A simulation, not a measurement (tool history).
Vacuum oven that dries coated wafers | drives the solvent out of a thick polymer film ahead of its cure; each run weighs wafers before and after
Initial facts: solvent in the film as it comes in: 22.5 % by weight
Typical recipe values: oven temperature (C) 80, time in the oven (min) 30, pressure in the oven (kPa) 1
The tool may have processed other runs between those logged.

{"run": 1, "day": 0.0, "oven temperature (C)": 80, "time in the oven (min)": 30, "pressure in the oven (kPa)": 1, "solvent left in the film (%)": 3.24}
{"run": 2, "day": 0.446, "oven temperature (C)": 80, "time in the oven (min)": 30, "pressure in the oven (kPa)": 1, "solvent left in the film (%)": 3.36}
{"run": 3, "day": 0.912, "oven temperature (C)": 80, "time in the oven (min)": 30, "pressure in the oven (kPa)": 1, "solvent left in the film (%)": 3.29}
{"run": 4, "day": 1.417, "oven temperature (C)": 80, "time in the oven (min)": 30, "pressure in the oven (kPa)": 1, "solvent left in the film (%)": 3.22}
{"run": 5, "day": 1.883, "oven temperature (C)": 80, "time in the oven (min)": 30, "pressure in the oven (kPa)": 1, "solvent left in the film (%)": 3.31}
{"run": 6, "day": 2.362, "oven temperature (C)": 80, "time in the oven (min)": 30, "pressure in the oven (kPa)": 1, "solvent left in the film (%)": 3.26}
{"run": 7, "day": 2.671, "oven temperature (C)": 80, "time in the oven (min)": 30, "pressure in the oven (kPa)": 0.8, "solvent left in the film (%)": 3.15}
{"run": 8, "day": 2.892, "oven temperature (C)": 80, "time in the oven (min)": 30, "pressure in the oven (kPa)": 0.8, "solvent left in the film (%)": 3.16}
{"run": 9, "day": 3.117, "oven temperature (C)": 80, "time in the oven (min)": 30, "pressure in the oven (kPa)": 0.8, "solvent left in the film (%)": 3.13}
{"run": 10, "day": 3.346, "oven temperature (C)": 80, "time in the oven (min)": 30, "pressure in the oven (kPa)": 0.76, "solvent left in the film (%)": 3.07}
{"run": 11, "day": 3.712, "oven temperature (C)": 80, "time in the oven (min)": 39, "pressure in the oven (kPa)": 1, "solvent left in the film (%)": 2.17}
{"run": 12, "day": 4.138, "oven temperature (C)": 80, "time in the oven (min)": 39, "pressure in the oven (kPa)": 1, "solvent left in the film (%)": 2.27}
{"run": 13, "day": 4.467, "oven temperature (C)": 80, "time in the oven (min)": 39, "pressure in the oven (kPa)": 1, "solvent left in the film (%)": 2.21}
{"run": 14, "day": 4.971, "oven temperature (C)": 80, "time in the oven (min)": 39, "pressure in the oven (kPa)": 1, "solvent left in the film (%)": 2.11}
{"run": 15, "day": 5.379, "oven temperature (C)": 80, "time in the oven (min)": 39, "pressure in the oven (kPa)": 1, "solvent left in the film (%)": 2.28}
{"run": 16, "day": 5.712, "oven temperature (C)": 76, "time in the oven (min)": 39, "pressure in the oven (kPa)": 1, "solvent left in the film (%)": 3.28}
{"run": 17, "day": 6.121, "oven temperature (C)": 80, "time in the oven (min)": 30, "pressure in the oven (kPa)": 1, "solvent left in the film (%)": 3.2}
{"run": 18, "day": 6.512, "oven temperature (C)": 80, "time in the oven (min)": 30, "pressure in the oven (kPa)": 1, "solvent left in the film (%)": 3.28}
{"run": 19, "day": 6.921, "oven temperature (C)": 80, "time in the oven (min)": 30, "pressure in the oven (kPa)": 3.19, "solvent left in the film (%)": 4.75}
{"run": 20, "day": 7.342, "oven temperature (C)": 80, "time in the oven (min)": 30, "pressure in the oven (kPa)": 3.19, "solvent left in the film (%)": 4.67}
{"run": 21, "day": 7.696, "oven temperature (C)": 80, "time in the oven (min)": 30, "pressure in the oven (kPa)": 3.19, "solvent left in the film (%)": 4.79}
{"run": 22, "day": 8.008, "oven temperature (C)": 80, "time in the oven (min)": 30, "pressure in the oven (kPa)": 3.19, "solvent left in the film (%)": 4.72}
{"run": 23, "day": 8.317, "oven temperature (C)": 79, "time in the oven (min)": 30, "pressure in the oven (kPa)": 1, "solvent left in the film (%)": 3.62}
{"run": 24, "day": 8.858, "oven temperature (C)": 84, "time in the oven (min)": 30, "pressure in the oven (kPa)": 2.67, "solvent left in the film (%)": 3.15}
{"run": 25, "day": 9.308, "oven temperature (C)": 73, "time in the oven (min)": 33, "pressure in the oven (kPa)": 2.75, "solvent left in the film (%)": 6.81}
{"run": 26, "day": 9.708, "oven temperature (C)": 81, "time in the oven (min)": 16, "pressure in the oven (kPa)": 0.68, "solvent left in the film (%)": 6.28}
{"run": 27, "day": 10.1, "oven temperature (C)": 81, "time in the oven (min)": 16, "pressure in the oven (kPa)": 0.68, "solvent left in the film (%)": 6.17}
{"run": 28, "day": 10.442, "oven temperature (C)": 81, "time in the oven (min)": 16, "pressure in the oven (kPa)": 0.68, "solvent left in the film (%)": 6.21}
{"run": 29, "day": 10.717, "oven temperature (C)": 92, "time in the oven (min)": 24, "pressure in the oven (kPa)": 1, "solvent left in the film (%)": 1.25}
{"run": 30, "day": 11.138, "oven temperature (C)": 80, "time in the oven (min)": 16, "pressure in the oven (kPa)": 1.54, "solvent left in the film (%)": 7.3}
{"run": 31, "day": 11.529, "oven temperature (C)": 78, "time in the oven (min)": 17, "pressure in the oven (kPa)": 0.64, "solvent left in the film (%)": 7.1}
{"day": 11.642, "done": "vacuum gauge cleaned of residue and calibrated"}
{"run": 32, "day": 11.996, "oven temperature (C)": 78, "time in the oven (min)": 17, "pressure in the oven (kPa)": 0.64, "solvent left in the film (%)": 7.29}
{"run": 33, "day": 12.483, "oven temperature (C)": 78, "time in the oven (min)": 21, "pressure in the oven (kPa)": 2.84, "solvent left in the film (%)": 7.34}
{"run": 34, "day": 12.838, "oven temperature (C)": 90, "time in the oven (min)": 48, "pressure in the oven (kPa)": 2.31, "solvent left in the film (%)": 1.36}
{"day": 13.138, "done": "vacuum gauge cleaned of residue and calibrated, once more"}
{"run": 35, "day": 13.138, "oven temperature (C)": 75, "time in the oven (min)": 24, "pressure in the oven (kPa)": 3.6, "solvent left in the film (%)": 7.91}
{"run": 36, "day": 13.45, "oven temperature (C)": 80, "time in the oven (min)": 30, "pressure in the oven (kPa)": 0.66, "solvent left in the film (%)": 2.83}
{"run": 37, "day": 13.988, "oven temperature (C)": 80, "time in the oven (min)": 30, "pressure in the oven (kPa)": 0.66, "solvent left in the film (%)": 2.81}
{"run": 38, "day": 14.225, "oven temperature (C)": 80, "time in the oven (min)": 30, "pressure in the oven (kPa)": 0.66, "solvent left in the film (%)": 2.86}
{"run": 39, "day": 14.696, "oven temperature (C)": 74, "time in the oven (min)": 42, "pressure in the oven (kPa)": 1.79, "solvent left in the film (%)": 4.09}
{"run": 40, "day": 15.204, "oven temperature (C)": 79, "time in the oven (min)": 30, "pressure in the oven (kPa)": 2.27, "solvent left in the film (%)": 4.1}
{"run": 41, "day": 15.562, "oven temperature (C)": 70, "time in the oven (min)": 17, "pressure in the oven (kPa)": 0.65, "solvent left in the film (%)": 10.28}
{"run": 42, "day": 15.858, "oven temperature (C)": 80, "time in the oven (min)": 48, "pressure in the oven (kPa)": 1.48, "solvent left in the film (%)": 1.81}
{"run": 43, "day": 16.392, "oven temperature (C)": 70, "time in the oven (min)": 29, "pressure in the oven (kPa)": 2.58, "solvent left in the film (%)": 8.33}
{"run": 44, "day": 16.779, "oven temperature (C)": 91, "time in the oven (min)": 47, "pressure in the oven (kPa)": 2.34, "solvent left in the film (%)": 1.15}
{"run": 45, "day": 17.133, "oven temperature (C)": 92, "time in the oven (min)": 24, "pressure in the oven (kPa)": 2.34, "solvent left in the film (%)": 1.71}
{"run": 46, "day": 17.662, "oven temperature (C)": 92, "time in the oven (min)": 24, "pressure in the oven (kPa)": 2.34, "solvent left in the film (%)": 1.76}

Difference, measured minus no-hidden-state, one row per run. Run-to-run variation is common to both terms; the gauge's own scatter need not be:
Hidden conditions of the tool in this case: true wafer temperature over the reading, C; true pressure over the reading, kPa; drift of the gauge itself on solvent_pct, %.
run=1 solvent_left_in_the_film_(%)=+0.13
run=2 solvent_left_in_the_film_(%)=+0.14
run=3 solvent_left_in_the_film_(%)=+0.13
run=4 solvent_left_in_the_film_(%)=+0.12
run=5 solvent_left_in_the_film_(%)=+0.13
run=6 solvent_left_in_the_film_(%)=+0.13
run=7 solvent_left_in_the_film_(%)=+0.13
run=8 solvent_left_in_the_film_(%)=+0.13
run=9 solvent_left_in_the_film_(%)=+0.13
run=10 solvent_left_in_the_film_(%)=+0.13
run=11 solvent_left_in_the_film_(%)=+0.14
run=12 solvent_left_in_the_film_(%)=+0.15
run=13 solvent_left_in_the_film_(%)=+0.15
run=14 solvent_left_in_the_film_(%)=+0.15
run=15 solvent_left_in_the_film_(%)=+0.15
run=16 solvent_left_in_the_film_(%)=+0.15
run=17 solvent_left_in_the_film_(%)=+0.13
run=18 solvent_left_in_the_film_(%)=+0.12
run=19 solvent_left_in_the_film_(%)=+0.11
run=20 solvent_left_in_the_film_(%)=+0.11
run=21 solvent_left_in_the_film_(%)=+0.12
run=22 solvent_left_in_the_film_(%)=+0.11
run=23 solvent_left_in_the_film_(%)=+0.13
run=24 solvent_left_in_the_film_(%)=+0.11
run=25 solvent_left_in_the_film_(%)=+0.13
run=26 solvent_left_in_the_film_(%)=+0.06
run=27 solvent_left_in_the_film_(%)=+0.06
run=28 solvent_left_in_the_film_(%)=+0.06
run=29 solvent_left_in_the_film_(%)=+0.1
run=30 solvent_left_in_the_film_(%)=+0.06
run=31 solvent_left_in_the_film_(%)=+0.06
run=32 solvent_left_in_the_film_(%)=+0.17
run=33 solvent_left_in_the_film_(%)=+0.2
run=34 solvent_left_in_the_film_(%)=+0.23
run=35 solvent_left_in_the_film_(%)=-0.13
run=36 solvent_left_in_the_film_(%)=-0.08
run=37 solvent_left_in_the_film_(%)=-0.08
run=38 solvent_left_in_the_film_(%)=-0.09
run=39 solvent_left_in_the_film_(%)=-0.1
run=40 solvent_left_in_the_film_(%)=-0.09
run=41 solvent_left_in_the_film_(%)=-0.11
run=42 solvent_left_in_the_film_(%)=-0.05
run=43 solvent_left_in_the_film_(%)=-0.13
run=44 solvent_left_in_the_film_(%)=-0.01
run=45 solvent_left_in_the_film_(%)=-0.04
run=46 solvent_left_in_the_film_(%)=-0.04

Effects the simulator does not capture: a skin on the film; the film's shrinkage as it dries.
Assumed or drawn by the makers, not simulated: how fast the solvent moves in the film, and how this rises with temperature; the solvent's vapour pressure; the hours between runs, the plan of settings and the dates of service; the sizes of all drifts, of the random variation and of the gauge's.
